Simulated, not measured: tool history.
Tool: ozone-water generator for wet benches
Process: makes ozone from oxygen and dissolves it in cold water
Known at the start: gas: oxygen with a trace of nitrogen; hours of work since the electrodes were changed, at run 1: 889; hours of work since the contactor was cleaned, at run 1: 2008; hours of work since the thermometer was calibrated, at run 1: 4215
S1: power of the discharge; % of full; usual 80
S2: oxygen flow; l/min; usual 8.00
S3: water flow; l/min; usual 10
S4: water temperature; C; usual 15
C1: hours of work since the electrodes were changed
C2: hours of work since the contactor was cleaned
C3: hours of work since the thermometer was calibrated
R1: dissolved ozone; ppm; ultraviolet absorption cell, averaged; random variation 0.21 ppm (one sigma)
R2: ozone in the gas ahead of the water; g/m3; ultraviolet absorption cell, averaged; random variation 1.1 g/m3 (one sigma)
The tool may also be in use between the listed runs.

run 1 hour=0.0 | S1=80 S2=8.00 S3=10 S4=15 | C1=889 C2=2008 C3=4215 | R1=31.1 R2=195.5
run 2 hour=35.5 | S1=80 S2=11.31 S3=10 S4=15 | C1=923 C2=2042 C3=4250 | R1=28.9 R2=163.3
run 3 hour=91.5 | S1=80 S2=11.31 S3=10 S4=15 | C1=977 C2=2096 C3=4304 | R1=29.0 R2=164.4
run 4 hour=127.8 | S1=80 S2=11.31 S3=10 S4=15 | C1=1012 C2=2131 C3=4339 | R1=28.9 R2=164.6
run 5 hour=172.1 | S1=80 S2=8.00 S3=10 S4=12 | C1=1055 C2=2174 C3=4382 | R1=33.6 R2=195.3
run 6 hour=213.7 | S1=80 S2=8.00 S3=10 S4=12 | C1=1095 C2=2214 C3=4422 | R1=33.0 R2=195.5
run 7 hour=242.7 | S1=80 S2=8.00 S3=10 S4=12 | C1=1123 C2=2242 C3=4450 | R1=33.1 R2=195.5
run 8 hour=292.1 | S1=80 S2=5.92 S3=10 S4=15 | C1=1171 C2=2290 C3=4498 | R1=32.7 R2=227.7
run 9 hour=343.4 | S1=80 S2=5.92 S3=14 S4=15 | C1=1221 C2=2340 C3=4547 | R1=26.4 R2=226.6
run 10 hour=378.9 | S1=80 S2=5.92 S3=7 S4=15 | C1=1255 C2=2374 C3=4582 | R1=40.1 R2=225.0
run 11 hour=419.5 | S1=80 S2=5.92 S3=7 S4=15 | C1=1294 C2=2413 C3=4621 | R1=40.2 R2=224.8
run 12 hour=446.1 | S1=80 S2=8.00 S3=10 S4=15 | C1=1320 C2=2439 C3=4647 | R1=31.6 R2=193.0
run 13 hour=483.7 | S1=80 S2=8.00 S3=10 S4=15 | C1=1356 C2=2475 C3=4683 | R1=31.1 R2=194.2
run 14 hour=526.9 | S1=80 S2=7.16 S3=10 S4=15 | C1=1398 C2=2517 C3=4725 | R1=32.0 R2=205.1
run 15 hour=574.9 | S1=80 S2=7.16 S3=9 S4=15 | C1=1445 C2=2563 C3=4771 | R1=33.7 R2=204.3
run 16 hour=627.4 | S1=80 S2=7.16 S3=9 S4=15 | C1=1495 C2=2614 C3=4822 | R1=33.5 R2=205.8
run 17 hour=658.7 | S1=71 S2=4.65 S3=6 S4=20 | C1=1525 C2=2644 C3=4852 | R1=36.1 R2=227.1
run 18 hour=682.8 | S1=71 S2=4.65 S3=6 S4=20 | C1=1549 C2=2668 C3=4875 | R1=35.9 R2=225.9
run 19 hour=738.2 | S1=80 S2=8.00 S3=8 S4=15 | C1=1602 C2=2721 C3=4929 | R1=34.8 R2=192.6
-- hour=756.5 water thermometer calibrated
run 20 hour=765.8 | S1=80 S2=8.00 S3=8 S4=15 | C1=1629 C2=2747 C3=9 | R1=34.5 R2=193.0
run 21 hour=811.6 | S1=80 S2=8.00 S3=8 S4=15 | C1=1673 C2=2792 C3=53 | R1=35.4 R2=194.7
run 22 hour=858.4 | S1=80 S2=8.00 S3=8 S4=15 | C1=1718 C2=2837 C3=99 | R1=34.9 R2=192.4
run 23 hour=910.2 | S1=80 S2=8.00 S3=8 S4=7 | C1=1768 C2=2887 C3=149 | R1=42.1 R2=192.6
run 24 hour=942.1 | S1=80 S2=12.02 S3=8 S4=15 | C1=1799 C2=2918 C3=179 | R1=31.5 R2=157.7
run 25 hour=999.2 | S1=74 S2=8.77 S3=15 S4=7 | C1=1854 C2=2973 C3=235 | R1=26.2 R2=172.5
run 26 hour=1036.9 | S1=74 S2=8.77 S3=15 S4=7 | C1=1891 C2=3010 C3=271 | R1=26.3 R2=170.7
run 27 hour=1076.9 | S1=74 S2=8.77 S3=15 S4=7 | C1=1929 C2=3048 C3=310 | R1=26.1 R2=171.1
run 28 hour=1105.2 | S1=80 S2=6.13 S3=8 S4=15 | C1=1957 C2=3076 C3=337 | R1=36.9 R2=217.8
run 29 hour=1137.5 | S1=80 S2=6.13 S3=8 S4=13 | C1=1988 C2=3107 C3=368 | R1=38.7 R2=219.5
run 30 hour=1182.3 | S1=43 S2=8.00 S3=11 S4=15 | C1=2031 C2=3150 C3=412 | R1=16.7 R2=108.0
run 31 hour=1228.3 | S1=43 S2=8.00 S3=9 S4=15 | C1=2076 C2=3195 C3=456 | R1=18.5 R2=108.6
run 32 hour=1260.7 | S1=66 S2=5.53 S3=9 S4=19 | C1=2107 C2=3226 C3=487 | R1=26.8 R2=191.7

3 ways to go on from here, each from the tool as it stands after run 32. What would each give?
run A hour=1307.8 | S1=52 S2=5.34 S3=9 S4=13 | C1=2152 C2=3271 C3=533 | R1=? R2=?
run B hour=1307.8 | S1=80 S2=8.00 S3=7 S4=22 | C1=2152 C2=3271 C3=533 | R1=? R2=?
run C hour=1307.8 | S1=66 S2=5.20 S3=9 S4=19 | C1=2152 C2=3271 C3=533 | R1=? R2=?

run=A R1=24.7 R2=156.0
run=B R1=31.3 R2=190.9
run=C R1=27.5 R2=198.7
Without the tool's hidden state the same runs would have given:
run=A R1=24.8 R2=159.7
run=B R1=31.3 R2=195.6
run=C R1=27.5 R2=203.5

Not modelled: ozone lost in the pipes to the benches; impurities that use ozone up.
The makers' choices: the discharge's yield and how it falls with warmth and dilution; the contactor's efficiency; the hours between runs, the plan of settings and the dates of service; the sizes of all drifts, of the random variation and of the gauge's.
